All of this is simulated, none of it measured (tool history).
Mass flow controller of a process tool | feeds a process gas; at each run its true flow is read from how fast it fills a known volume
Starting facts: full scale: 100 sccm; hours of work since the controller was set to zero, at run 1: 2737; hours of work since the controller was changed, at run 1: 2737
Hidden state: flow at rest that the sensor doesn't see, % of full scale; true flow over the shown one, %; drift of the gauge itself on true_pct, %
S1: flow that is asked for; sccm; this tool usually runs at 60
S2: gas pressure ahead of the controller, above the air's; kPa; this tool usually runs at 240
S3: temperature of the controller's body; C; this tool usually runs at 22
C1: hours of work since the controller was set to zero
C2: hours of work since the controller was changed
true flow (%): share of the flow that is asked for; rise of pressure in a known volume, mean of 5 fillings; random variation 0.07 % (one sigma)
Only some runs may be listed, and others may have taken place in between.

Run 1, hour 0: usual settings; C1 2737; C2 2737. Result: true flow (%) 98.45.
Run 2, hour 203.5: usual settings; C1 2823; C2 2823. Result: true flow (%) 98.36.
Run 3, hour 363: usual settings; C1 2890; C2 2890. Result: true flow (%) 98.39.
Run 4, hour 574.7: usual settings; C1 2979; C2 2979. Result: true flow (%) 98.41.
Run 5, hour 725.4: usual settings; C1 3043; C2 3043. Result: true flow (%) 98.43.
Run 6, hour 852.7: usual settings; C1 3097; C2 3097. Result: true flow (%) 98.2.
Run 7, hour 1007.9: usual settings but S2 183 kPa; C1 3162; C2 3162. Result: true flow (%) 97.9.
Run 8, hour 1104.6: usual settings but S2 183 kPa; C1 3203; C2 3203. Result: true flow (%) 97.89.
Run 9, hour 1276.5: usual settings; C1 3275; C2 3275. Result: true flow (%) 98.28.
Run 10, hour 1444: usual settings; C1 3346; C2 3346. Result: true flow (%) 98.14.
Run 11, hour 1567.3: usual settings but S1 30 sccm; C1 3398; C2 3398. Result: true flow (%) 96.01.
Run 12, hour 1754.1: usual settings but S1 30 sccm; C1 3477; C2 3477. Result: true flow (%) 96.06.
Run 13, hour 1865.6: usual settings but S1 30 sccm; C1 3524; C2 3524. Result: true flow (%) 96.16.
Run 14, hour 1985.1: usual settings but S1 30 sccm; C1 3574; C2 3574. Result: true flow (%) 95.9.
Run 15, hour 2199.3: usual settings but S1 11 sccm, S3 28 C; C1 3665; C2 3665. Result: true flow (%) 91.02.
Run 16, hour 2338.7: usual settings but S1 11 sccm, S3 28 C; C1 3724; C2 3724. Result: true flow (%) 91.02.
At hour 2357.1: controller's zero set anew.
Run 17, hour 2484.2: usual settings but S1 40 sccm, S3 21 C; C1 54; C2 3785. Result: true flow (%) 96.5.
Run 18, hour 2615.4: usual settings but S1 40 sccm, S3 21 C; C1 109; C2 3840. Result: true flow (%) 96.53.
Run 19, hour 2788.4: usual settings but S1 54 sccm, S3 38 C; C1 182; C2 3913. Result: true flow (%) 98.36.
At hour 2896.3: controller's zero set anew, once more.
Run 20, hour 2999.4: usual settings but S1 54 sccm, S3 38 C; C1 43; C2 4002. Result: true flow (%) 99.94.
Run 21, hour 3159.3: usual settings but S1 12 sccm, S2 154 kPa, S3 30 C; C1 111; C2 4069. Result: true flow (%) 96.92.
Run 22, hour 3360.3: usual settings but S1 12 sccm, S2 154 kPa, S3 30 C; C1 196; C2 4154. Result: true flow (%) 96.7.
Run 23, hour 3450.9: usual settings but S1 12 sccm, S2 154 kPa, S3 25 C; C1 234; C2 4192. Result: true flow (%) 96.55.
Run 24, hour 3570.6: usual settings but S1 12 sccm, S2 154 kPa, S3 25 C; C1 285; C2 4243. Result: true flow (%) 96.42.
Run 25, hour 3726.4: usual settings but S1 92 sccm, S2 242 kPa, S3 28 C; C1 350; C2 4309. Result: true flow (%) 100.87.
Run 26, hour 3836: usual settings but S1 92 sccm, S2 242 kPa, S3 28 C; C1 396; C2 4355. Result: true flow (%) 100.85.
Run 27, hour 4037.6: usual settings but S1 92 sccm, S2 242 kPa, S3 28 C; C1 482; C2 4440. Result: true flow (%) 100.74.
Run 28, hour 4188: usual settings but S1 27 sccm, S2 189 kPa; C1 545; C2 4504. Result: true flow (%) 97.5.

Predict each of these 4 candidate next runs independently; none follows another, all start after run 28:
Run A, hour 4381.2: usual settings but S1 59 sccm, S3 33 C; C1 627; C2 4585. Result: true flow (%) ?.
Run B, hour 4381.2: usual settings but S1 11 sccm, S2 224 kPa, S3 32 C; C1 627; C2 4585. Result: true flow (%) ?.
Run C, hour 4381.2: usual settings but S1 19 sccm, S2 198 kPa; C1 627; C2 4585. Result: true flow (%) ?.
Run D, hour 4381.2: usual settings but S1 13 sccm, S2 176 kPa, S3 38 C; C1 627; C2 4585. Result: true flow (%) ?.

run  true flow (%)
  A           99.8
  B          96.37
  C          96.69
  D          96.78
Without the tool's unlogged condition, the same runs would have read:
run  true flow (%)
  A           99.4
  B          97.47
  C          97.01
  D           97.6
